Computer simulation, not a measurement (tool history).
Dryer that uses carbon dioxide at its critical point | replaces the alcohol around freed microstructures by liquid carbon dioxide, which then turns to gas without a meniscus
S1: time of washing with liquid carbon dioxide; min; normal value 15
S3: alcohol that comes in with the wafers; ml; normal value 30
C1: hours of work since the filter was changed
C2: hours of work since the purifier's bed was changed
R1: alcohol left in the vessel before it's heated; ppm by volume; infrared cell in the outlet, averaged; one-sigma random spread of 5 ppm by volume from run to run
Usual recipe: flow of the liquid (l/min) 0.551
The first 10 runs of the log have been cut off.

run 11 day=6.95 | S1=15 flow_of_the_liquid_(l/min)=0.569 S3=30 | C1=132 C2=47 | R1=53
run 12 day=7.483 | S1=15 flow_of_the_liquid_(l/min)=0.569 S3=30 | C1=138 C2=54 | R1=46
run 13 day=8.196 | S1=15 flow_of_the_liquid_(l/min)=0.551 S3=30 | C1=147 C2=62 | R1=51
run 14 day=8.646 | S1=15 flow_of_the_liquid_(l/min)=0.551 S3=30 | C1=152 C2=68 | R1=59
run 15 day=9.112 | S1=15 flow_of_the_liquid_(l/min)=0.551 S3=30 | C1=158 C2=73 | R1=63
run 16 day=10.012 | S1=15 flow_of_the_liquid_(l/min)=0.551 S3=30 | C1=169 C2=84 | R1=73
-- day=10.804 inlet filter changed
run 17 day=10.804 | S1=15 flow_of_the_liquid_(l/min)=0.551 S3=30 | C1=0 C2=93 | R1=45
run 18 day=11.325 | S1=15 flow_of_the_liquid_(l/min)=0.551 S3=30 | C1=6 C2=99 | R1=46
run 19 day=11.792 | S1=15 flow_of_the_liquid_(l/min)=0.551 S3=30 | C1=12 C2=105 | R1=50
run 20 day=12.492 | S1=15 flow_of_the_liquid_(l/min)=0.551 S3=86 | C1=20 C2=113 | R1=84
run 21 day=13.221 | S1=15 flow_of_the_liquid_(l/min)=0.364 S3=30 | C1=29 C2=122 | R1=228
run 22 day=13.962 | S1=15 flow_of_the_liquid_(l/min)=0.551 S3=30 | C1=38 C2=131 | R1=64
run 23 day=14.5 | S1=15 flow_of_the_liquid_(l/min)=0.551 S3=30 | C1=44 C2=137 | R1=69
run 24 day=15.442 | S1=15 flow_of_the_liquid_(l/min)=0.551 S3=30 | C1=56 C2=149 | R1=62
run 25 day=16.246 | S1=15 flow_of_the_liquid_(l/min)=0.551 S3=30 | C1=65 C2=158 | R1=73
run 26 day=16.658 | S1=18 flow_of_the_liquid_(l/min)=0.656 S3=30 | C1=70 C2=163 | R1=51
run 27 day=17.492 | S1=20 flow_of_the_liquid_(l/min)=0.718 S3=88 | C1=80 C2=173 | R1=60
run 28 day=18.217 | S1=20 flow_of_the_liquid_(l/min)=0.718 S3=88 | C1=89 C2=182 | R1=59
run 29 day=18.796 | S1=20 flow_of_the_liquid_(l/min)=0.744 S3=95 | C1=96 C2=189 | R1=57

Run 30, settings as shown, results not yet in. Your forecast:
run 30 day=19.2 | S1=15 flow_of_the_liquid_(l/min)=0.578 S3=100 | C1=101 C2=194 | R1=?

Run 30 measured R1 113 ppm by volume.
If the tool had no hidden condition, the same run with the same run-to-run variation would have returned R1 28 ppm by volume.

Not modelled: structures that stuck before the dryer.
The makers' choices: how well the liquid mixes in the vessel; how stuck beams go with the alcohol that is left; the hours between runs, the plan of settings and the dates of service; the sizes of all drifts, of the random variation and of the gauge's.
